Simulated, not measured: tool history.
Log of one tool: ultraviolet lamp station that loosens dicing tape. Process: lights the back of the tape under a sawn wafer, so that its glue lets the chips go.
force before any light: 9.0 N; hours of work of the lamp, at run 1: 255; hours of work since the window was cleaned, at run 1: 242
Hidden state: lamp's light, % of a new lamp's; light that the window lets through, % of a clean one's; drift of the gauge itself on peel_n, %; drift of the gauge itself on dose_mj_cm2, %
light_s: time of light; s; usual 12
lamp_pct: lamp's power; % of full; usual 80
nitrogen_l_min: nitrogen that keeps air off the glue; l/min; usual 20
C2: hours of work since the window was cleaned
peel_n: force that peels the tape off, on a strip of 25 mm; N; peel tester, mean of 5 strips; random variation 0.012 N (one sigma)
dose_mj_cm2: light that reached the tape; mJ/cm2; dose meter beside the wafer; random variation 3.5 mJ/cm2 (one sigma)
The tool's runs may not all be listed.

{"run": 1, "hour": 0.0, "light_s": 12, "lamp_pct": 80, "nitrogen_l_min": 20, "hours of work of the lamp": 255, "C2": 242, "peel_n": 0.709, "dose_mj_cm2": 504}
{"run": 2, "hour": 10.6, "light_s": 12, "lamp_pct": 80, "nitrogen_l_min": 20, "hours of work of the lamp": 262, "C2": 249, "peel_n": 0.731, "dose_mj_cm2": 509}
{"run": 3, "hour": 19.9, "light_s": 12, "lamp_pct": 80, "nitrogen_l_min": 20, "hours of work of the lamp": 269, "C2": 255, "peel_n": 0.746, "dose_mj_cm2": 507}
{"run": 4, "hour": 32.2, "light_s": 12, "lamp_pct": 80, "nitrogen_l_min": 20, "hours of work of the lamp": 277, "C2": 264, "peel_n": 0.712, "dose_mj_cm2": 501}
{"run": 5, "hour": 42.7, "light_s": 12, "lamp_pct": 64, "nitrogen_l_min": 20, "hours of work of the lamp": 284, "C2": 271, "peel_n": 1.138, "dose_mj_cm2": 402}
{"run": 6, "hour": 50.9, "light_s": 12, "lamp_pct": 74, "nitrogen_l_min": 20, "hours of work of the lamp": 290, "C2": 276, "peel_n": 0.855, "dose_mj_cm2": 463}
{"run": 7, "hour": 57.6, "light_s": 12, "lamp_pct": 81, "nitrogen_l_min": 20, "hours of work of the lamp": 295, "C2": 281, "peel_n": 0.724, "dose_mj_cm2": 507}
{"run": 8, "hour": 67.5, "light_s": 7, "lamp_pct": 61, "nitrogen_l_min": 39, "hours of work of the lamp": 301, "C2": 288, "peel_n": 2.242, "dose_mj_cm2": 219}
{"run": 9, "hour": 79.8, "light_s": 12, "lamp_pct": 68, "nitrogen_l_min": 20, "hours of work of the lamp": 310, "C2": 296, "peel_n": 1.033, "dose_mj_cm2": 426}
{"run": 10, "hour": 86.7, "light_s": 12, "lamp_pct": 68, "nitrogen_l_min": 27, "hours of work of the lamp": 315, "C2": 301, "peel_n": 0.889, "dose_mj_cm2": 418}
{"run": 11, "hour": 99.1, "light_s": 14, "lamp_pct": 81, "nitrogen_l_min": 11, "hours of work of the lamp": 323, "C2": 310, "peel_n": 0.883, "dose_mj_cm2": 577}

Hidden state or all else? Some run-to-run changes of peel_n, split into what the settings, what came in and random variation would give without the hidden state, and what is left for the hidden state (with any gauge scatter that isn't in both results):
Run 7 -> 8: light_s 12 -> 7, lamp_pct 81 -> 61, nitrogen_l_min 20 -> 39. peel_n +1.518 N: hidden state +0.27, all else +1.248.
